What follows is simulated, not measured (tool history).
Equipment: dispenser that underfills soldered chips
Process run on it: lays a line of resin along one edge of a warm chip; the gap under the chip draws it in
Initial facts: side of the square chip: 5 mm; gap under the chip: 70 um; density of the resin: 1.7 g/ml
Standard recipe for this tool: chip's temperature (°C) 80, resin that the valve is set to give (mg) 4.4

run,hour,chip's temperature (°C),resin that the valve is set to give (mg),time until the resin shows at the far edge (s),resin that the valve gave (mg)
1,0,80,4.4,34.7,4.21
2,6.2,80,4.77,50.6,4.54
# hour 11.3: dispensing valve cleaned and set on the balance
# hour 14.6: new syringe of resin
3,21.9,80,4.77,44.5,4.75
# hour 30.4: new syringe of resin
4,31.7,89,4.4,24.4,4.36
# hour 46.2: new syringe of resin
5,46.2,89,4.4,22.4,4.35
6,60,89,4.4,53.2,4.32
# hour 62.3: new syringe of resin
7,74.3,89,4.4,47.9,4.31
# hour 78.4: new syringe of resin
8,83.2,89,3.98,31.5,3.88
# hour 94.1: new syringe of resin
9,94.7,89,3.98,23.7,3.85
10,102,80,4.4,48.6,4.27
# hour 109.8: new syringe of resin
11,115.1,80,4.4,41.7,4.22
# hour 125.9: new syringe of resin
12,125.9,80,4.4,28.5,4.22
13,136.8,80,4.4,57.6,4.19
# hour 139.2: dispensing valve cleaned and set on the balance
# hour 142.8: new syringe of resin
14,146.4,80,3.72,38.7,3.69
# hour 158.5: new syringe of resin
15,158.5,80,3.72,30.5,3.69
16,172.8,80,4.4,70.4,4.34
# hour 175: new syringe of resin
17,184.4,80,4.4,52.8,4.31
# hour 190.9: new syringe of resin
18,195.2,90,3.89,29.7,3.8
19,204.1,90,3.89,51,3.78
# hour 207: new syringe of resin
20,216.5,90,3.89,40.9,3.78
# hour 223.1: new syringe of resin
21,231.8,80,5.43,50.9,5.2
# hour 239: new syringe of resin
22,240.1,80,5.43,30.5,5.21
23,246.6,94,5.35,30.4,5.11
# hour 255.1: new syringe of resin
24,256.3,94,5.35,22.2,5.09
# hour 266.1: dispensing valve cleaned and set on the balance
25,266.1,69,4.4,78.1,4.4
# hour 271.8: new syringe of resin
26,279.1,75,4.4,53.4,4.38
# hour 288.4: new syringe of resin
27,289.7,76,4.07,36.6,4.04
28,302.6,76,4.07,81.1,4.04
# hour 304: new syringe of resin
29,310.8,90,4.49,33.9,4.43
30,319.2,90,4.49,59.1,4.4
# hour 320.8: new syringe of resin
31,327.6,90,4.49,34.3,4.39

Expected results for the next run?
# hour 337.3: new syringe of resin
32,342.5,90,4.49,?,?

{"run 32": {"time until the resin shows at the far edge (s)": 31.4, "resin that the valve gave (mg)": 4.38}}
On a tool with no hidden condition, and with the same random variation, this run would have come out at time until the resin shows at the far edge (s) 21.8, resin that the valve gave (mg) 4.5.
